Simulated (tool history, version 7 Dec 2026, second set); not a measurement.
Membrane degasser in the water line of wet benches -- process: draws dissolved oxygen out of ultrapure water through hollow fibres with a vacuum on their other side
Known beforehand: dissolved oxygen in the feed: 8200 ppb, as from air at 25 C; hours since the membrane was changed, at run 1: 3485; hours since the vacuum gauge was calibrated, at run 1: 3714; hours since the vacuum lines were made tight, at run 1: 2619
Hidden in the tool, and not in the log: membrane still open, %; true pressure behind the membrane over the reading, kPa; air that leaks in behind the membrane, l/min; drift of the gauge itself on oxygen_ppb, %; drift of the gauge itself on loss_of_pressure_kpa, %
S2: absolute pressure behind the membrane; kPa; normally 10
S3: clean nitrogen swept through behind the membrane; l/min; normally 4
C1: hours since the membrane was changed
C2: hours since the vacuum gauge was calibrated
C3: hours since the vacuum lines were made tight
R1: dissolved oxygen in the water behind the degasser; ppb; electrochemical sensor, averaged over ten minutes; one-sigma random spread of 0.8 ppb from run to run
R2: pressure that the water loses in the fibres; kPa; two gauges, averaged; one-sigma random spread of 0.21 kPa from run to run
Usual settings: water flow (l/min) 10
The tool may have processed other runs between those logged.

Run 1, day 0: usual settings; C1 3485; C2 3714; C3 2619. Result: R1 74.5 ppb, R2 48.69 kPa.
Run 2, day 2.758: usual settings; C1 3551; C2 3780; C3 2685. Result: R1 74.8 ppb, R2 48.67 kPa.
Run 3, day 5.75: usual settings; C1 3623; C2 3852; C3 2757. Result: R1 74 ppb, R2 48.53 kPa.
Run 4, day 8.162: usual settings; C1 3681; C2 3910; C3 2815. Result: R1 73.8 ppb, R2 49.04 kPa.
Run 5, day 11.767: usual settings but S3 10.46 l/min; C1 3767; C2 3996; C3 2901. Result: R1 48.5 ppb, R2 48.69 kPa.
Run 6, day 14.546: usual settings but S3 10.46 l/min; C1 3834; C2 4063; C3 2968. Result: R1 48.2 ppb, R2 48.7 kPa.
Run 7, day 18.208: usual settings but water flow (l/min) 8; C1 3922; C2 4151; C3 3056. Result: R1 46.4 ppb, R2 39.15 kPa.
Run 8, day 20.479: usual settings but water flow (l/min) 8; C1 3976; C2 4205; C3 3110. Result: R1 45.9 ppb, R2 38.87 kPa.
Run 9, day 22.158: usual settings but water flow (l/min) 8; C1 4017; C2 4246; C3 3151. Result: R1 47.1 ppb, R2 39 kPa.
At day 22.95: seals of the vacuum lines changed.
Run 10, day 24.688: usual settings but water flow (l/min) 8, S3 11.26 l/min; C1 4075; C2 4304; C3 42. Result: R1 24.8 ppb, R2 38.88 kPa.
Run 11, day 26.358: usual settings but water flow (l/min) 8, S3 11.26 l/min; C1 4115; C2 4344; C3 82. Result: R1 25 ppb, R2 38.73 kPa.
Run 12, day 29.796: usual settings but water flow (l/min) 8, S3 11.26 l/min; C1 4198; C2 4427; C3 164. Result: R1 25.6 ppb, R2 38.94 kPa.
Run 13, day 31.529: usual settings but water flow (l/min) 8, S3 11.26 l/min; C1 4240; C2 4469; C3 206. Result: R1 24.8 ppb, R2 38.79 kPa.
Run 14, day 34.671: usual settings; C1 4315; C2 4544; C3 281. Result: R1 73.7 ppb, R2 48.71 kPa.
Run 15, day 37.521: usual settings; C1 4383; C2 4612; C3 350. Result: R1 74.2 ppb, R2 48.59 kPa.
Run 16, day 40.471: usual settings but water flow (l/min) 9; C1 4454; C2 4683; C3 421. Result: R1 58.8 ppb, R2 43.78 kPa.
Run 17, day 43.667: usual settings but water flow (l/min) 9; C1 4531; C2 4760; C3 497. Result: R1 58.6 ppb, R2 44.12 kPa.
Run 18, day 45.675: usual settings but water flow (l/min) 9; C1 4579; C2 4808; C3 545. Result: R1 58.9 ppb, R2 43.94 kPa.
Run 19, day 49.029: usual settings but water flow (l/min) 14, S2 9.6 kPa, S3 6.74 l/min; C1 4660; C2 4889; C3 626. Result: R1 128.5 ppb, R2 68.25 kPa.
Run 20, day 51.746: usual settings but S2 7.6 kPa; C1 4725; C2 4954; C3 691. Result: R1 58.2 ppb, R2 49.02 kPa.
Run 21, day 53.338: usual settings but S3 1.73 l/min; C1 4763; C2 4992; C3 729. Result: R1 125.3 ppb, R2 48.72 kPa.
Run 22, day 54.892: usual settings but S3 4.94 l/min; C1 4800; C2 5029; C3 767. Result: R1 65.8 ppb, R2 48.68 kPa.
Run 23, day 57.162: usual settings but water flow (l/min) 7, S2 8.4 kPa, S3 8.9 l/min; C1 4855; C2 5084; C3 821. Result: R1 17.4 ppb, R2 34.11 kPa.
Run 24, day 60.371: usual settings but water flow (l/min) 7, S2 8.4 kPa, S3 5.65 l/min; C1 4932; C2 5161; C3 898. Result: R1 23 ppb, R2 33.92 kPa.
Run 25, day 61.979: usual settings but water flow (l/min) 8, S2 7.8 kPa, S3 5.65 l/min; C1 4970; C2 5199; C3 937. Result: R1 30.1 ppb, R2 39.17 kPa.
Run 26, day 65.221: usual settings but water flow (l/min) 8, S2 10.3 kPa, S3 4.21 l/min; C1 5048; C2 5277; C3 1015. Result: R1 46.6 ppb, R2 39.05 kPa.
Run 27, day 68.75: usual settings but water flow (l/min) 8, S2 10.3 kPa, S3 4.21 l/min; C1 5133; C2 5362; C3 1099. Result: R1 47.9 ppb, R2 38.69 kPa.
Run 28, day 70.404: usual settings but water flow (l/min) 8, S2 22 kPa, S3 8.96 l/min; C1 5173; C2 5402; C3 1139. Result: R1 52.9 ppb, R2 39.13 kPa.
Run 29, day 72.438: usual settings but water flow (l/min) 8, S2 22 kPa, S3 8.96 l/min; C1 5221; C2 5450; C3 1188. Result: R1 54.7 ppb, R2 38.85 kPa.
Run 30, day 75.521: usual settings but water flow (l/min) 8, S2 22 kPa, S3 8.96 l/min; C1 5295; C2 5524; C3 1262. Result: R1 54.9 ppb, R2 38.73 kPa.
Run 31, day 77.783: usual settings but water flow (l/min) 8, S2 19.9 kPa, S3 2.7 l/min; C1 5350; C2 5579; C3 1316. Result: R1 132 ppb, R2 38.91 kPa.
Run 32, day 81.238: usual settings but water flow (l/min) 13, S2 12.5 kPa, S3 2.75 l/min; C1 5433; C2 5662; C3 1399. Result: R1 188 ppb, R2 63.36 kPa.

Here are 4 independent what-if runs from the current tool condition. What would each one return?
Run A, day 82.85: usual settings but S2 12.8 kPa, S3 11.21 l/min; C1 5471; C2 5700; C3 1438. Result: R1 ?, R2 ?.
Run B, day 82.85: usual settings but water flow (l/min) 7, S2 12.5 kPa, S3 2.75 l/min; C1 5471; C2 5700; C3 1438. Result: R1 ?, R2 ?.
Run C, day 82.85: usual settings but water flow (l/min) 7, S2 12.5 kPa, S3 2.75 l/min; C1 5471; C2 5700; C3 1438. Result: R1 ?, R2 ?.
Run D, day 82.85: usual settings but water flow (l/min) 14, S2 9.8 kPa, S3 6.23 l/min; C1 5471; C2 5700; C3 1438. Result: R1 ?, R2 ?.

run     R1     R2
  A     54  48.27
  B   65.3  34.08
  C   64.9  33.87
  D  136.1  67.94
Take away the tool's hidden state, keep each run's random variation, and the runs would have read:
run     R1     R2
  A   53.8  48.24
  B   65.2  34.05
  C   64.8  33.84
  D  135.8  67.89
